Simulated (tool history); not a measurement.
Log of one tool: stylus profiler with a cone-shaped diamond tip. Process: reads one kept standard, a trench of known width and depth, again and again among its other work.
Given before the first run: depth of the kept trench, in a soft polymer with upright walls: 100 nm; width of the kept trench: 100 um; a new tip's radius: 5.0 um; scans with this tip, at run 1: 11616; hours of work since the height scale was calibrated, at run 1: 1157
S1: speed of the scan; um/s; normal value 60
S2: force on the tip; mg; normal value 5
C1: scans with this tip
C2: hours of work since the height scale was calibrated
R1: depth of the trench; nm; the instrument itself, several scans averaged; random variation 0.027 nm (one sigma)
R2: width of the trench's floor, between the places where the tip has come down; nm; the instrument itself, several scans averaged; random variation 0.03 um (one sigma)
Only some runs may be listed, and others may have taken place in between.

Run 1, day 0: usual settings; C1 11616; C2 1157. Result: R1 100.54 nm, R2 97250 nm.
Run 2, day 0.512: usual settings but S2 5.87 mg; C1 11700; C2 1166. Result: R1 100.66 nm, R2 97230 nm.
Run 3, day 1.008: usual settings but S2 5.87 mg; C1 11782; C2 1174. Result: R1 100.69 nm, R2 97250 nm.
Run 4, day 1.383: usual settings; C1 11844; C2 1180. Result: R1 100.55 nm, R2 97200 nm.
Run 5, day 2.062: usual settings but S2 9.25 mg; C1 11956; C2 1191. Result: R1 101.06 nm, R2 97260 nm.
Run 6, day 2.692: usual settings but S2 9.25 mg; C1 12060; C2 1202. Result: R1 101.03 nm, R2 97280 nm.
Run 7, day 3.258: usual settings but S2 9.25 mg; C1 12154; C2 1211. Result: R1 101.03 nm, R2 97220 nm.
Run 8, day 3.85: usual settings but S2 9.25 mg; C1 12251; C2 1221. Result: R1 101.08 nm, R2 97210 nm.
At day 3.917: height scale calibrated on a step standard.
Run 9, day 4.629: usual settings but S1 209 um/s, S2 3.58 mg; C1 12376; C2 12. Result: R1 100.18 nm, R2 96550 nm.
Run 10, day 5.133: usual settings but S1 209 um/s, S2 3.58 mg; C1 12459; C2 20. Result: R1 100.13 nm, R2 96530 nm.
Run 11, day 5.725: usual settings but S1 187 um/s, S2 1.83 mg; C1 12557; C2 30. Result: R1 99.87 nm, R2 96430 nm.
At day 5.867: height scale calibrated on a step standard, once more.
Run 12, day 6.462: usual settings but S1 201 um/s, S2 2.17 mg; C1 12675; C2 10. Result: R1 100.5 nm, R2 96380 nm.
Run 13, day 7.133: usual settings but S1 201 um/s, S2 2.17 mg; C1 12786; C2 21. Result: R1 100.5 nm, R2 96350 nm.

Run 14 is up next; what results do you expect?
Run 14, day 7.679: usual settings but S1 185 um/s, S2 3.32 mg; C1 12876; C2 30. Result: R1 ?, R2 ?.

{"run 14": {"R1": 100.73, "R2": 96650}}
If the tool had no hidden condition, the same run with the same run-to-run variation would have returned R1 100.76 nm, R2 97280 nm.

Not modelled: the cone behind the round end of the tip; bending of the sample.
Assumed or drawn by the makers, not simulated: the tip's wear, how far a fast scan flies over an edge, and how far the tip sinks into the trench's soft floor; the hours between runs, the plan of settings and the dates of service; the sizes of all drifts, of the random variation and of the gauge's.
